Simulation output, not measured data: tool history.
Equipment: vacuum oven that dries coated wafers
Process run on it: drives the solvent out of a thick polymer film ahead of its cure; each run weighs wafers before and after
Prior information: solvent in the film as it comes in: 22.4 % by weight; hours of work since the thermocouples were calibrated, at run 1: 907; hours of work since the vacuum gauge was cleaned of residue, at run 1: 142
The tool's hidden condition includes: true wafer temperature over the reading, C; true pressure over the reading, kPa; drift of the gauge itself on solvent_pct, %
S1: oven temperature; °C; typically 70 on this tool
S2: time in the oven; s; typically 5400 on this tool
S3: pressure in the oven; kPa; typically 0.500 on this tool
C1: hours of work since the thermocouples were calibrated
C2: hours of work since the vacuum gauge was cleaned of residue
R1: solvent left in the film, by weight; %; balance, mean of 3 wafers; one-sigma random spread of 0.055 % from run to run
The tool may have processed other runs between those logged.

run    hour  S1    S2     S3    C1    C2     R1
  1     0.0  70  5400  0.500   907   142   5.02
  2    33.6  70  5400  0.500   934   169   5.00
  3    61.3  70  5400  0.714   956   191   5.11
  4    86.2  70  5400  0.714   976   211   5.06
  5   136.2  70  5400  0.714  1015   250   5.04
  6   173.6  70  5400  0.714  1045   280   4.97
  7   199.2  70  5400  0.500  1066   301   4.82
  8   243.1  70  5400  0.500  1101   336   4.83
  9   289.8  70  5400  0.500  1138   373   4.95
 10   331.0  70  5400  0.500  1171   406   4.92
 11   379.4  61  5400  0.500  1209   444   8.45
 12   424.9  61  5400  1.111  1246   481   8.92
 13   461.1  61  5400  1.111  1274   509   8.91
 14   502.7  58  5400  0.500  1308   543   9.82
 15   551.8  70  5400  0.500  1347   582   4.75
      582.7  -- oven's thermocouples calibrated
 16   601.3  70  5400  0.658    15   619   5.66
 17   654.1  70  5400  0.500    57   662   5.52
 18   698.1  59  5400  0.500    92   697  10.20
 19   739.3  59  5400  0.500   125   729  10.21
 20   782.3  59  5400  0.500   159   764  10.00
 21   808.8  70  2940  0.500   180   785   9.26
 22   861.4  70  5400  0.500   222   827   5.34
 23   892.4  70  5400  0.500   247   851   5.36
 24   926.7  70  5400  0.500   274   879   5.39
 25   976.6  57  6840  0.598   314   919   9.60
 26  1029.1  57  6840  0.598   356   960   9.53
 27  1061.0  57  6840  0.598   381   986   9.40
 28  1083.9  58  4200  0.377   399  1004  11.76
 29  1117.5  58  4200  0.377   426  1031  11.54
 30  1151.2  79  7020  0.421   453  1058   1.28
     1155.7  -- vacuum gauge cleaned of residue and calibrated
 31  1190.2  66  8760  1.483   483    27   4.65
 32  1230.3  70  4260  1.202   515    59   7.14
 33  1279.9  70  5580  0.500   554    99   5.16
 34  1308.9  69  5820  0.500   578   122   5.21
     1331.8  -- vacuum gauge cleaned of residue and calibrated, once more
 35  1353.8  71  5100  1.184   612    18   5.13
 36  1391.7  71  3120  0.841   642    48   8.13
 37  1433.6  71  3120  0.841   676    81   8.10
 38  1474.0  68  4200  0.481   708   113   7.23
 39  1517.1  61  6840  0.481   742   148   7.03
 40  1546.8  63  7440  0.481   766   171   5.58
 41  1577.1  56  5400  0.551   790   196  10.63
 42  1608.0  56  7380  0.551   815   220   8.74
 43  1651.1  70  8520  0.324   849   254   2.21
 44  1693.4  55  8520  0.337   883   288   8.11
 45  1743.5  70  5400  0.460   923   328   4.55
 46  1772.8  78  3060  0.431   946   352   5.05

Below are 3 alternative next runs, each starting from the tool's condition after run 46. Predict each:
  A  1827.5  78  3600  0.900  990  395   ?
  B  1827.5  70  9600  1.554  990  395   ?
  C  1827.5  78  3060  0.295  990  395   ?

run    R1
  A  4.21
  B  2.38
  C  4.96
Without the tool's unlogged condition, the same runs would have read:
run    R1
  A  4.94
  B  2.86
  C  5.72

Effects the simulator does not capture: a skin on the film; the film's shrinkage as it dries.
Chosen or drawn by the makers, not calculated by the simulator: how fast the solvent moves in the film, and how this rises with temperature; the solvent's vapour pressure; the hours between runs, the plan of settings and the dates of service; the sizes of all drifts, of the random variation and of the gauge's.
